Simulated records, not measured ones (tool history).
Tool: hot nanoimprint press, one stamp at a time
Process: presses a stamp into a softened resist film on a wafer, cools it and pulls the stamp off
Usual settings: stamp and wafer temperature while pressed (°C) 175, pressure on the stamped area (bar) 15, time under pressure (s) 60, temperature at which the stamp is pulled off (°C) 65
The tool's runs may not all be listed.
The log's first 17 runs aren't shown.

run	day	stamp and wafer temperature while pressed (°C)	pressure on the stamped area (bar)	time under pressure (s)	temperature at which the stamp is pulled off (°C)	hours of work since the thermocouple was calibrated	imprints on the stamp's release coat	hours of work since the press's seals were changed	resist left under the stamp's widest pad (Å)	greatest force while the stamp is pulled off (N)
18	8.004	165	15	34	65	293	1162	189	2846	108
19	8.488	175	20.6	60	65	300	1209	196	1396	112
20	8.979	175	20.6	60	65	307	1256	203	1391	111
21	9.342	177	14.2	60	52	312	1290	208	1505	130
22	9.617	177	14.2	60	52	316	1317	212	1492	130
23	10.179	166	22.8	60	70	324	1371	220	2030	104
24	10.479	166	22.8	60	60	328	1400	224	2019	118
25	11.017	175	12.8	60	62	336	1451	232	1720	112
26	11.325	175	12.8	60	62	340	1481	236	1714	117
27	11.738	175	12.8	60	62	346	1520	242	1723	115
28	12.175	175	12.8	60	62	353	1562	248	1724	115
29	12.767	170	14.6	60	62	361	1619	257	2020	117
30	13.129	187	15	60	53	366	1654	262	966	129

4 ways to go on from here, each from the tool as it stands after run 30. What would each give?
A	13.533	187	10.2	93	53	372	1693	268	?	?
B	13.533	186	15.5	60	53	372	1693	268	?	?
C	13.533	187	15	57	53	372	1693	268	?	?
D	13.533	181	16	33	65	372	1693	268	?	?

run	resist left under the stamp's widest pad (Å)	greatest force while the stamp is pulled off (N)
A	940	129
B	993	127
C	985	130
D	1572	111
Without the tool's hidden state the same runs would have given:
run	resist left under the stamp's widest pad (Å)	greatest force while the stamp is pulled off (N)
A	915	128
B	967	126
C	958	129
D	1530	110
